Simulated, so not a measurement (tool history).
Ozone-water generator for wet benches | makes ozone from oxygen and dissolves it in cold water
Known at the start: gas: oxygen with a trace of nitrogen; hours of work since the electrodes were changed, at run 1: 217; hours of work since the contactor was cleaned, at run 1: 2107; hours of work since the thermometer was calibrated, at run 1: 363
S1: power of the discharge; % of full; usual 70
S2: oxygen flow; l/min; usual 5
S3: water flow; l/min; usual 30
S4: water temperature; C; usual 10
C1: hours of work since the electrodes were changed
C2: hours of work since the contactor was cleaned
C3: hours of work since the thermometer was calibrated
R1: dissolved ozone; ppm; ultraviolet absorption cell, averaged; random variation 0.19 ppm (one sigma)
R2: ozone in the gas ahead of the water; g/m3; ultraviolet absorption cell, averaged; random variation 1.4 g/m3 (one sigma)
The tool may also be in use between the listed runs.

run   hour  S1    S2  S3  S4   C1    C2   C3    R1     R2
  1      0  70     5  30  10  217  2107  363  25.6  262.4
  2   43.3  70     5  30  10  255  2145  401  25.7  258.8
  3     83  70     5  30  10  290  2180  436  25.7  258.6
  4  113.9  70     5  30  10  317  2207  463  25.7  260.1
  5    156  70     5  30  10  354  2244  500  25.5  260.1
  6  177.4  70     5  30  10  373  2263  519  25.5    259
  7  218.9  70     5  30  10  409  2299  556  25.4  257.3
  8  262.6  70     5  30  10  448  2338  594  25.7    258
  9  280.5  45     5  30  10  463  2353  610  17.1  171.7
 10  302.5  45     5  30  10  483  2373  629  17.3  175.9
 11  341.9  45     5  30  10  517  2407  664  17.2  172.8
 12  382.2  45     5  30  10  553  2443  699  17.2  175.2
     385.3  -- water thermometer calibrated
 13  414.5  45     5  23  10  581  2471   26  22.2    173
 14  433.3  70     5  30  10  597  2487   42  25.3  256.1
 15  464.5  70     5  30  10  625  2515   70  25.4  255.8
 16  508.1  70     5  30  10  663  2553  108  25.3  253.3
 17  534.5  70     5  30  10  686  2576  131  25.7  254.7
 18  572.3  70     5  30  10  719  2609  164  25.1  254.6
 19  615.3  70     5  20  10  757  2647  202  36.1  256.4
       623  -- water thermometer calibrated, once more
 20  654.1  55  6.18  30   6  791  2681   27  22.3  185.2
 21  690.1  54  3.52  30  15  822  2712   59  17.6  241.1
 22  725.3  73  3.52  26  15  853  2743   90  26.3  314.8
 23  751.8  73  3.52  26  15  877  2766  113  26.4  313.3
 24  774.4  44  6.39  42   8  896  2786  133  12.7  149.8

The next listed run, before its measurement:
 25  801.9  44  6.39  42   8  921  2811  157   ?   ?

R1: 12.5 ppm
R2: 150.7 g/m3
Without the tool's hidden state the same run would have given R1 13.1 ppm, R2 154.6 g/m3.

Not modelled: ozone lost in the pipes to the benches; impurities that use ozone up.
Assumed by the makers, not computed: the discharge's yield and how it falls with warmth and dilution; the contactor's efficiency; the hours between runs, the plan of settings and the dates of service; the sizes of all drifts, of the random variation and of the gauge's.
